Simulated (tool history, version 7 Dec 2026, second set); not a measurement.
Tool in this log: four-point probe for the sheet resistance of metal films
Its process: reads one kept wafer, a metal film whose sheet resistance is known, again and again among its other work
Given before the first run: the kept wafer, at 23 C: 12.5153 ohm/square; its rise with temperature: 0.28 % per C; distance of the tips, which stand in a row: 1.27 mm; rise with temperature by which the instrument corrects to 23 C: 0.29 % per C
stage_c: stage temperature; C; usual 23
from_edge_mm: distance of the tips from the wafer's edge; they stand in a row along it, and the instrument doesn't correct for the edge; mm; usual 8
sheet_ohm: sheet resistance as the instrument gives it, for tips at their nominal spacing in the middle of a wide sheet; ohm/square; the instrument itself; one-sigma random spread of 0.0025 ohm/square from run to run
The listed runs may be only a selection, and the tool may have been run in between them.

Run 1, hour 0.0: usual settings. Result: sheet_ohm 12.669560 ohm/square.
Run 2, hour 19.0: usual settings but from_edge_mm 19 mm. Result: sheet_ohm 12.531314 ohm/square.
Run 3, hour 50.2: usual settings but from_edge_mm 50 mm. Result: sheet_ohm 12.508517 ohm/square.
Run 4, hour 84.1: usual settings. Result: sheet_ohm 12.671936 ohm/square.
Run 5, hour 108.1: usual settings. Result: sheet_ohm 12.670572 ohm/square.
Run 6, hour 129.1: usual settings. Result: sheet_ohm 12.674502 ohm/square.
Run 7, hour 153.3: usual settings. Result: sheet_ohm 12.670674 ohm/square.
Run 8, hour 176.0: usual settings but stage_c 22 C. Result: sheet_ohm 12.671482 ohm/square.
Run 9, hour 193.6: usual settings but stage_c 22 C. Result: sheet_ohm 12.673228 ohm/square.
Run 10, hour 226.6: usual settings but from_edge_mm 73 mm. Result: sheet_ohm 12.506818 ohm/square.
Run 11, hour 253.4: usual settings but from_edge_mm 73 mm. Result: sheet_ohm 12.503036 ohm/square.
Run 12, hour 268.4: usual settings but stage_c 31 C, from_edge_mm 73 mm. Result: sheet_ohm 12.496413 ohm/square.
Run 13, hour 302.5: usual settings but stage_c 31 C, from_edge_mm 73 mm. Result: sheet_ohm 12.497637 ohm/square.
Run 14, hour 322.4: usual settings but stage_c 31 C, from_edge_mm 73 mm. Result: sheet_ohm 12.495933 ohm/square.
Run 15, hour 348.9: usual settings but stage_c 31 C, from_edge_mm 73 mm. Result: sheet_ohm 12.501248 ohm/square.
Run 16, hour 367.3: usual settings but stage_c 31 C, from_edge_mm 73 mm. Result: sheet_ohm 12.494923 ohm/square.
Run 17, hour 388.6: usual settings but from_edge_mm 74 mm. Result: sheet_ohm 12.509569 ohm/square.
Run 18, hour 405.1: usual settings. Result: sheet_ohm 12.672699 ohm/square.
Run 19, hour 436.8: usual settings but stage_c 26 C. Result: sheet_ohm 12.669757 ohm/square.
Run 20, hour 452.2: usual settings but stage_c 26 C, from_edge_mm 4 mm. Result: sheet_ohm 13.149316 ohm/square.
Run 21, hour 481.9: usual settings but stage_c 26 C, from_edge_mm 4 mm. Result: sheet_ohm 13.147555 ohm/square.
Run 22, hour 518.1: usual settings but stage_c 34 C, from_edge_mm 56 mm. Result: sheet_ohm 12.499826 ohm/square.
Run 23, hour 538.1: usual settings but stage_c 34 C, from_edge_mm 56 mm. Result: sheet_ohm 12.494390 ohm/square.
Run 24, hour 555.8: usual settings but stage_c 32 C, from_edge_mm 73 mm. Result: sheet_ohm 12.501989 ohm/square.
Run 25, hour 571.5: usual settings but from_edge_mm 42 mm. Result: sheet_ohm 12.516006 ohm/square.
Run 26, hour 606.2: usual settings but stage_c 31 C, from_edge_mm 5 mm. Result: sheet_ohm 12.920755 ohm/square.
Run 27, hour 621.9: usual settings but stage_c 19 C. Result: sheet_ohm 12.683896 ohm/square.
Run 28, hour 650.9: usual settings but stage_c 29 C, from_edge_mm 59 mm. Result: sheet_ohm 12.505753 ohm/square.
Run 29, hour 682.6: usual settings but stage_c 29 C, from_edge_mm 59 mm. Result: sheet_ohm 12.503123 ohm/square.
Run 30, hour 700.5: usual settings but stage_c 21 C, from_edge_mm 10 mm. Result: sheet_ohm 12.617197 ohm/square.
Run 31, hour 716.1: usual settings but from_edge_mm 41 mm. Result: sheet_ohm 12.514858 ohm/square.
Run 32, hour 746.1: usual settings but stage_c 33 C, from_edge_mm 5 mm. Result: sheet_ohm 12.920921 ohm/square.
Run 33, hour 763.5: usual settings but stage_c 31 C, from_edge_mm 58 mm. Result: sheet_ohm 12.502602 ohm/square.
Run 34, hour 787.2: usual settings but stage_c 28 C, from_edge_mm 6 mm. Result: sheet_ohm 12.794063 ohm/square.
Run 35, hour 823.6: usual settings but stage_c 27 C, from_edge_mm 4 mm. Result: sheet_ohm 13.146381 ohm/square.
Run 36, hour 852.7: usual settings but stage_c 27 C, from_edge_mm 20 mm. Result: sheet_ohm 12.528901 ohm/square.
Run 37, hour 889.2: usual settings but stage_c 30 C, from_edge_mm 48 mm. Result: sheet_ohm 12.513785 ohm/square.

Difference, measured minus no-hidden-state, one row per run. Run-to-run variation is common to both terms; the gauge's own scatter need not be:
Hidden state present: inner tips' distance over the nominal, %; tips' flats over new ones', %; wafer's true temperature over the reading, C; drift of the gauge itself on sheet_ohm, %.
run  sheet_ohm
  1  -0.013648
  2  -0.013316
  3  -0.012933
  4  -0.012730
  5  -0.012455
  6  -0.012231
  7  -0.011965
  8  -0.011683
  9  -0.011487
 10  -0.011063
 11  -0.010767
 12  -0.010861
 13  -0.010496
 14  -0.010282
 15  -0.009998
 16  -0.009799
 17  -0.009317
 18  -0.009242
 19  -0.009021
 20  -0.009121
 21  -0.008799
 22  -0.008362
 23  -0.008146
 24  -0.007905
 25  -0.007395
 26  -0.007515
 27  -0.006772
 28  -0.006775
 29  -0.006445
 30  -0.005985
 31  -0.005866
 32  -0.006061
 33  -0.005659
 34  -0.005373
 35  -0.005039
 36  -0.004574
 37  -0.004307
